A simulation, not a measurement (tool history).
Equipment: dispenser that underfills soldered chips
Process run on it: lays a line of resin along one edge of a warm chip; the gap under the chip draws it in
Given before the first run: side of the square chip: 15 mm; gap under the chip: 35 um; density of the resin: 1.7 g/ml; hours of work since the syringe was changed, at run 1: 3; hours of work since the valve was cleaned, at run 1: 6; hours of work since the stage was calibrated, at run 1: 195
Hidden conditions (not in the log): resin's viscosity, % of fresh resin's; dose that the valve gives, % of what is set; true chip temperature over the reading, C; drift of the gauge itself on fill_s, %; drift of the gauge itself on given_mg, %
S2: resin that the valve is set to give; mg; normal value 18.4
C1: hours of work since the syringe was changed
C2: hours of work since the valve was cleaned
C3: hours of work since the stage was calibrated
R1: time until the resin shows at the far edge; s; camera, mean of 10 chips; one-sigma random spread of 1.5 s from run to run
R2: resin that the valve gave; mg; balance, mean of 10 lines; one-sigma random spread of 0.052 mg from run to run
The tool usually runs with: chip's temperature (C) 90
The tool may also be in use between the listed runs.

Run 1, hour 0: usual settings; C1 3; C2 6; C3 195. Result: R1 171.9 s, R2 18.48 mg.
Run 2, hour 7.5: usual settings; C1 9; C2 11; C3 201. Result: R1 226 s, R2 18.37 mg.
At hour 8.3: new syringe of resin.
Run 3, hour 12.2: usual settings; C1 3; C2 15; C3 204. Result: R1 165 s, R2 18.36 mg.
Run 4, hour 20.4: usual settings but chip's temperature (C) 85; C1 9; C2 21; C3 211. Result: R1 267 s, R2 18.32 mg.
At hour 21.4: new syringe of resin.
Run 5, hour 29.8: usual settings but chip's temperature (C) 80; C1 6; C2 28; C3 218. Result: R1 277.2 s, R2 18.27 mg.
At hour 34.7: new syringe of resin.
Run 6, hour 35.5: usual settings but chip's temperature (C) 80; C1 1; C2 32; C3 222. Result: R1 209.7 s, R2 18.28 mg.
Run 7, hour 40.5: usual settings; C1 4; C2 36; C3 225. Result: R1 171.6 s, R2 18.17 mg.
Run 8, hour 45.4: usual settings but S2 23 mg; C1 8; C2 40; C3 229. Result: R1 206.9 s, R2 22.64 mg.
At hour 47.6: new syringe of resin.
Run 9, hour 52.8: usual settings but S2 23 mg; C1 4; C2 45; C3 235. Result: R1 163.6 s, R2 22.72 mg.
Run 10, hour 57.5: usual settings but S2 23 mg; C1 8; C2 48; C3 238. Result: R1 194.8 s, R2 22.64 mg.
At hour 60.3: new syringe of resin.
Run 11, hour 65.2: usual settings but S2 23 mg; C1 4; C2 54; C3 244. Result: R1 161.2 s, R2 22.67 mg.
At hour 73.2: new syringe of resin.
Run 12, hour 74.7: usual settings but chip's temperature (C) 103, S2 19.9 mg; C1 1; C2 61; C3 251. Result: R1 92.1 s, R2 19.42 mg.
Run 13, hour 81.7: usual settings but chip's temperature (C) 97, S2 15.6 mg; C1 6; C2 66; C3 256. Result: R1 161.9 s, R2 15.25 mg.
At hour 86: new syringe of resin.
Run 14, hour 89.6: usual settings but chip's temperature (C) 97, S2 15.6 mg; C1 3; C2 72; C3 262. Result: R1 133.5 s, R2 15.26 mg.
Run 15, hour 96.5: usual settings but chip's temperature (C) 85; C1 8; C2 77; C3 267. Result: R1 247.9 s, R2 17.89 mg.
At hour 98.7: new syringe of resin.
Run 16, hour 103: usual settings but chip's temperature (C) 84, S2 18.5 mg; C1 3; C2 82; C3 272. Result: R1 201.7 s, R2 18 mg.
At hour 111.3: new syringe of resin.
Run 17, hour 111.3: usual settings but chip's temperature (C) 99, S2 20.8 mg; C1 0; C2 88; C3 278. Result: R1 98.3 s, R2 20.04 mg.
Run 18, hour 120.7: usual settings but chip's temperature (C) 79, S2 21.1 mg; C1 7; C2 95; C3 285. Result: R1 285.6 s, R2 20.36 mg.
At hour 123.9: new syringe of resin.
Run 19, hour 128.7: usual settings but chip's temperature (C) 79, S2 21.1 mg; C1 4; C2 101; C3 291. Result: R1 238.4 s, R2 20.36 mg.
Run 20, hour 135.7: usual settings but chip's temperature (C) 95; C1 9; C2 106; C3 296. Result: R1 176.9 s, R2 17.71 mg.
At hour 136.7: new syringe of resin.
Run 21, hour 140.8: usual settings but chip's temperature (C) 85, S2 22.2 mg; C1 3; C2 110; C3 300. Result: R1 190.2 s, R2 21.23 mg.
Run 22, hour 147.8: usual settings but chip's temperature (C) 89, S2 16.7 mg; C1 8; C2 115; C3 305. Result: R1 227.3 s, R2 16 mg.

Branching from run 22: 3 alternative next runs. What would each branch give?
At hour 149.7: new syringe of resin.
Run A, hour 154.1: usual settings but S2 16.4 mg; C1 3; C2 120; C3 310. Result: R1 ?, R2 ?.
At hour 149.7: new syringe of resin.
Run B, hour 154.1: usual settings but chip's temperature (C) 104, S2 18.3 mg; C1 3; C2 120; C3 310. Result: R1 ?, R2 ?.
At hour 149.7: new syringe of resin.
Run C, hour 154.1: usual settings but chip's temperature (C) 78, S2 17.8 mg; C1 3; C2 120; C3 310. Result: R1 ?, R2 ?.

run     R1     R2
  A  166.6  15.67
  B  100.5  17.54
  C    257  17.02
Without the tool's unlogged condition, the same runs would have read:
run   R1     R2
  A  149  16.39
  B   90  18.35
  C  232  17.81

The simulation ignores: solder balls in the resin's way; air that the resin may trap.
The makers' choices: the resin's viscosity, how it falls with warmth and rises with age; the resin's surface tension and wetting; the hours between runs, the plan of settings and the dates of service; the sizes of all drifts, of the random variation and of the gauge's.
